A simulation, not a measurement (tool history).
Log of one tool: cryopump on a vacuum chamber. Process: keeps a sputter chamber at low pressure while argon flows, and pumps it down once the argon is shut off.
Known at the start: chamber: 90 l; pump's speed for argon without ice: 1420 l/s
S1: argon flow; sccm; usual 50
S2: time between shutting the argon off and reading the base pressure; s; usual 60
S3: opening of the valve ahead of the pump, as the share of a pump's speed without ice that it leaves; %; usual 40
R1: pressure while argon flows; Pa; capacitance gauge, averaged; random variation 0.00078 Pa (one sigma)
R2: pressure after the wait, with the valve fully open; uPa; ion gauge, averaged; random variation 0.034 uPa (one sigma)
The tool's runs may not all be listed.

Run 1, hour 0: usual settings. Result: R1 0.1555 Pa, R2 2.94 uPa.
Run 2, hour 10: usual settings but S1 37 sccm. Result: R1 0.1146 Pa, R2 2.88 uPa.
Run 3, hour 23.3: usual settings but S3 33 %. Result: R1 0.1871 Pa, R2 2.96 uPa.
Run 4, hour 34.7: usual settings but S3 57 %. Result: R1 0.1107 Pa, R2 3.03 uPa.
Run 5, hour 42.6: usual settings but S3 57 %. Result: R1 0.1109 Pa, R2 2.95 uPa.
Run 6, hour 56.6: usual settings but S2 83 s, S3 57 %. Result: R1 0.1103 Pa, R2 2.55 uPa.
Run 7, hour 72.4: usual settings but S2 83 s, S3 57 %. Result: R1 0.1115 Pa, R2 2.53 uPa.
Run 8, hour 85.2: usual settings but S1 49 sccm, S2 83 s, S3 57 %. Result: R1 0.1085 Pa, R2 2.53 uPa.
Run 9, hour 104.3: usual settings but S1 49 sccm, S2 83 s, S3 57 %. Result: R1 0.1082 Pa, R2 2.54 uPa.
Run 10, hour 122.5: usual settings but S1 49 sccm, S2 83 s, S3 57 %. Result: R1 0.1084 Pa, R2 2.63 uPa.
Run 11, hour 135.4: usual settings but S1 49 sccm, S2 83 s, S3 43 %. Result: R1 0.1433 Pa, R2 2.67 uPa.
Run 12, hour 148.8: usual settings but S1 49 sccm, S2 83 s, S3 43 %. Result: R1 0.1427 Pa, R2 2.63 uPa.
Run 13, hour 158: usual settings but S1 49 sccm, S2 83 s, S3 43 %. Result: R1 0.1428 Pa, R2 2.59 uPa.
Run 14, hour 169: usual settings but S1 49 sccm, S2 83 s, S3 43 %. Result: R1 0.143 Pa, R2 2.56 uPa.
Run 15, hour 179.7: usual settings but S1 49 sccm, S2 83 s, S3 43 %. Result: R1 0.1432 Pa, R2 2.62 uPa.
Run 16, hour 197.1: usual settings but S1 26 sccm, S2 20 s, S3 39 %. Result: R1 0.0831 Pa, R2 6.29 uPa.
Run 17, hour 212.9: usual settings but S1 30 sccm, S2 61 s, S3 24 %. Result: R1 0.155 Pa, R2 3.03 uPa.
Run 18, hour 226.3: usual settings but S2 57 s, S3 28 %. Result: R1 0.2217 Pa, R2 3.12 uPa.
Run 19, hour 239.3: usual settings but S2 57 s, S3 28 %. Result: R1 0.2195 Pa, R2 3.13 uPa.
Run 20, hour 251.4: usual settings but S1 33 sccm, S2 123 s, S3 42 %. Result: R1 0.0997 Pa, R2 2.25 uPa.
Run 21, hour 260.8: usual settings but S1 86 sccm, S2 250 s, S3 27 %. Result: R1 0.3922 Pa, R2 1.96 uPa.
Run 22, hour 271.3: usual settings but S1 54 sccm, S2 114 s, S3 27 %. Result: R1 0.2494 Pa, R2 2.43 uPa.
Run 23, hour 283.6: usual settings but S1 65 sccm, S2 31 s, S3 26 %. Result: R1 0.308 Pa, R2 4.65 uPa.
Run 24, hour 302.8: usual settings but S1 65 sccm, S2 31 s, S3 26 %. Result: R1 0.3072 Pa, R2 4.62 uPa.
Run 25, hour 315.9: usual settings but S1 46 sccm, S2 25 s. Result: R1 0.1441 Pa, R2 5.41 uPa.
Run 26, hour 333.8: usual settings but S1 22 sccm, S2 37 s, S3 31 %. Result: R1 0.0875 Pa, R2 4.19 uPa.
Run 27, hour 350.3: usual settings but S1 22 sccm, S2 37 s, S3 31 %. Result: R1 0.089 Pa, R2 4.16 uPa.
Run 28, hour 361.6: usual settings but S1 22 sccm, S2 37 s, S3 31 %. Result: R1 0.0888 Pa, R2 4.18 uPa.
Run 29, hour 373: usual settings but S1 21 sccm, S2 93 s, S3 42 %. Result: R1 0.0641 Pa, R2 2.55 uPa.

The same runs without the tool's hidden state, with the same run-to-run variation:
The hidden state here: pump's speed, % of a pump's without ice; cold plate's temperature, K; leak into the chamber, uPa l/s; drift of the gauge itself on working_pa, %; drift of the gauge itself on base_upa, %.
run      R1    R2
  1  0.1493  1.82
  2    0.11  1.74
  3  0.1807   1.8
  4  0.1042  1.83
  5  0.1044  1.78
  6  0.1036  1.37
  7  0.1046  1.35
  8  0.1018  1.33
  9  0.1013  1.35
 10  0.1013  1.38
 11  0.1361  1.43
 12  0.1353  1.37
 13  0.1354  1.35
 14  0.1355  1.32
 15  0.1356  1.36
 16   0.079  5.01
 17  0.1501  1.75
 18  0.2135  1.85
 19  0.2113  1.84
 20  0.0942  0.96
 21  0.3778  0.64
 22  0.2401  1.09
 23  0.2967  3.31
 24  0.2957  3.27
 25  0.1359  4.05
 26  0.0835  2.81
 27  0.0849  2.78
 28  0.0847   2.8
 29  0.0601  1.19
